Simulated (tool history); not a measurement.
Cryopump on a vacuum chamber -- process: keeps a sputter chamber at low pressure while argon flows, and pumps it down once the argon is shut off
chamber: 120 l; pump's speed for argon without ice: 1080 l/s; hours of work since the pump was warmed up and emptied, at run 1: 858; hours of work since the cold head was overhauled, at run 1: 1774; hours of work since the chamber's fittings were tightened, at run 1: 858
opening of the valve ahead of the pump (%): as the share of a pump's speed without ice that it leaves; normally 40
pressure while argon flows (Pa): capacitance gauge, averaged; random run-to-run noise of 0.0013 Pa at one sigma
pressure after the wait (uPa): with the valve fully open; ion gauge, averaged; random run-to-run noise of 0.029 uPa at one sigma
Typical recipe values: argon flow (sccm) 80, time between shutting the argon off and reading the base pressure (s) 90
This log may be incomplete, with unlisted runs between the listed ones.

run,hour,argon flow (sccm),time between shutting the argon off and reading the base pressure (s),opening of the valve ahead of the pump (%),hours of work since the pump was warmed up and emptied,hours of work since the cold head was overhauled,hours of work since the chamber's fittings were tightened,pressure while argon flows (Pa),pressure after the wait (uPa)
1,0.0,80,90,40,858,1774,858,0.3407,2.79
2,35.4,80,90,40,881,1798,881,0.3385,2.80
# hour 78.3: pump warmed up, emptied and cooled again
3,103.9,80,90,40,17,1840,924,0.3174,2.58
4,144.8,80,90,40,44,1867,951,0.3169,2.57
5,174.8,80,90,40,64,1887,971,0.3181,2.68
6,213.3,80,90,40,90,1913,997,0.3197,2.64
7,279.4,80,90,40,134,1957,1041,0.3211,2.77
8,312.7,80,90,40,157,1979,1063,0.3209,2.82
9,354.9,80,90,40,185,2008,1091,0.3215,2.84
10,402.7,80,90,40,217,2039,1123,0.3205,2.88
11,469.0,80,90,40,261,2084,1167,0.3222,3.00
12,505.6,80,90,51,285,2108,1192,0.2549,3.04
13,552.8,80,90,31,317,2140,1223,0.4129,3.08
14,605.3,80,90,31,352,2175,1258,0.4153,3.13
15,657.3,80,90,40,387,2209,1293,0.3253,3.16
16,711.3,80,90,40,423,2245,1329,0.3246,3.25
17,768.2,80,90,17,461,2283,1367,0.7519,3.21
18,816.9,73,43,39,493,2316,1400,0.3072,4.67
19,861.5,133,134,17,523,2346,1429,1.2497,3.08
20,899.9,40,50,19,548,2371,1455,0.3364,4.46
21,935.5,41,50,19,572,2395,1479,0.3460,4.45
22,968.3,41,50,19,594,2417,1501,0.3440,4.53
23,1012.2,39,90,40,623,2446,1530,0.1619,3.58
24,1067.8,80,93,40,661,2483,1567,0.3304,3.63
25,1108.0,80,93,40,687,2510,1594,0.3310,3.70
26,1158.7,80,93,22,721,2544,1628,0.5932,3.75
27,1212.6,80,93,22,757,2580,1664,0.5915,3.89
28,1246.0,80,93,22,780,2602,1686,0.5909,3.77
29,1294.0,80,93,22,812,2634,1718,0.5899,4.01
30,1337.5,80,93,22,841,2663,1747,0.5907,4.08
31,1385.0,80,205,22,872,2695,1779,0.5933,3.44
# hour 1443.8: pump warmed up, emptied and cooled again
32,1449.0,80,205,22,3,2735,1818,0.5725,3.18
33,1515.2,80,205,22,48,2779,1862,0.5743,3.30
34,1553.8,37,46,22,73,2805,1888,0.2683,4.97

Hidden state or all else? Some run-to-run changes of pressure while argon flows (Pa), split into what the settings, what came in and random variation would give without the hidden state, and what is left for the hidden state (with any gauge scatter that isn't in both results):
The hidden state here: pump's speed, % of a pump's without ice; cold plate's temperature, K; leak into the chamber, uPa l/s; drift of the gauge itself on working_pa, %; drift of the gauge itself on base_upa, %.
Run 2 -> 3: pump warmed up, emptied and cooled again. pressure while argon flows (Pa) -0.0211: hidden state -0.0213, all else +0.0002.
Run 17 -> 18: argon flow (sccm) 80 -> 73, time between shutting the argon off and reading the base pressure (s) 90 -> 43, opening of the valve ahead of the pump (%) 17 -> 39. pressure while argon flows (Pa) -0.4447: hidden state -0.0005, all else -0.4442.
Run 18 -> 19: argon flow (sccm) 73 -> 133, time between shutting the argon off and reading the base pressure (s) 43 -> 134, opening of the valve ahead of the pump (%) 39 -> 17. pressure while argon flows (Pa) +0.9425: hidden state +0.0126, all else +0.9299.
Run 19 -> 20: argon flow (sccm) 133 -> 40, time between shutting the argon off and reading the base pressure (s) 134 -> 50, opening of the valve ahead of the pump (%) 17 -> 19. pressure while argon flows (Pa) -0.9133: hidden state -0.0183, all else -0.8950.
Run 31 -> 32: pump warmed up, emptied and cooled again. pressure while argon flows (Pa) -0.0208: hidden state -0.0182, all else -0.0026.
